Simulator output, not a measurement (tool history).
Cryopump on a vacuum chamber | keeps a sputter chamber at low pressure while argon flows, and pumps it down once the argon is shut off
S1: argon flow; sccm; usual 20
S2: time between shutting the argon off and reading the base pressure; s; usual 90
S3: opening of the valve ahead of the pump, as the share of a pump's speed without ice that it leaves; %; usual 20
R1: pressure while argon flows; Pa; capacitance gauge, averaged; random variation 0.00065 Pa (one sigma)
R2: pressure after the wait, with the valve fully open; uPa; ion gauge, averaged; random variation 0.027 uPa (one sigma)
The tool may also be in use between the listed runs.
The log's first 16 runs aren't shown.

run	hour	S1	S2	S3	R1	R2
17	373.0	38	90	20	0.2097	1.66
18	395.9	9	90	20	0.0485	1.71
19	412.0	31	54	37	0.0947	2.36
20	433.8	31	54	37	0.0946	2.38
21	460.6	20	41	36	0.0628	2.96
22	486.0	20	27	59	0.0395	4.27
23	499.8	20	27	59	0.0407	4.22
24	526.0	20	27	59	0.0392	4.24
25	544.6	20	27	59	0.0396	4.36
26	576.0	33	27	59	0.0664	4.06
27	594.6	40	90	53	0.0886	1.81
28	616.0	40	90	53	0.0902	1.84
29	647.5	20	115	20	0.1110	1.68
30	662.7	9	159	22	0.0456	1.45
31	692.5	20	207	20	0.1119	1.32
32	725.9	11	37	20	0.0614	3.44
33	745.3	9	221	20	0.0504	1.36
34	760.1	20	90	56	0.0435	1.96

Forecast each of these 3 alternatives for the next run:
A	774.7	20	123	20	?	?
B	774.7	20	90	31	?	?
C	774.7	14	154	16	?	?

run	R1	R2
A	0.1142	1.68
B	0.0742	2.01
C	0.0971	1.51
Without the tool's hidden state the same runs would have given:
run	R1	R2
A	0.1085	0.95
B	0.0685	1.26
C	0.0930	0.77
